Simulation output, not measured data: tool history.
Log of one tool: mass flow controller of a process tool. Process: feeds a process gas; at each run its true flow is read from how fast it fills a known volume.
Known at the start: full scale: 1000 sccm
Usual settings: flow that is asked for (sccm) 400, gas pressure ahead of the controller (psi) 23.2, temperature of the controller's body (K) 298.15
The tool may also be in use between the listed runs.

| run | hour | flow that is asked for (sccm) | gas pressure ahead of the controller (psi) | temperature of the controller's body (K) | true flow (%) |
|---|---|---|---|---|---|
| 1 | 0.0 | 400 | 23.2 | 298.15 | 97.66 |
| 2 | 55.9 | 400 | 23.2 | 298.15 | 97.83 |
| 3 | 133.0 | 400 | 23.2 | 298.15 | 97.68 |
| 4 | 191.3 | 400 | 23.2 | 298.15 | 97.72 |
| 5 | 259.0 | 400 | 23.2 | 298.15 | 97.68 |
| 6 | 312.8 | 458 | 23.2 | 298.15 | 97.86 |
| 7 | 392.8 | 458 | 23.2 | 298.15 | 97.74 |
| 8 | 451.2 | 458 | 23.2 | 298.15 | 97.90 |
|  | 456.3 | controller's zero set anew |
| 9 | 518.1 | 458 | 23.2 | 298.15 | 97.81 |
| 10 | 584.0 | 440 | 26.8 | 300.15 | 97.92 |
| 11 | 666.0 | 524 | 20.5 | 298.15 | 98.02 |
| 12 | 743.7 | 416 | 21.8 | 310.15 | 97.94 |
| 13 | 836.8 | 229 | 31.2 | 298.15 | 96.96 |
| 14 | 915.7 | 400 | 33.1 | 298.15 | 97.75 |
|  | 943.9 | controller's zero set anew, once more |
| 15 | 963.7 | 560 | 30.6 | 303.15 | 98.65 |

Branching from run 15: 4 alternative next runs. What would each branch give?
| A | 1027.3 | 176 | 30.6 | 303.15 | ? |
| B | 1027.3 | 118 | 32.8 | 312.15 | ? |
| C | 1027.3 | 139 | 22.5 | 294.15 | ? |
| D | 1027.3 | 988 | 31.0 | 298.15 | ? |

| run | true flow (%) |
|---|---|
| A | 97.45 |
| B | 97.57 |
| C | 96.76 |
| D | 99.94 |
With the hidden condition removed and each run's random variation left untouched, the same runs would have given:
| run | true flow (%) |
|---|---|
| A | 97.69 |
| B | 97.87 |
| C | 97.03 |
| D | 100.08 |
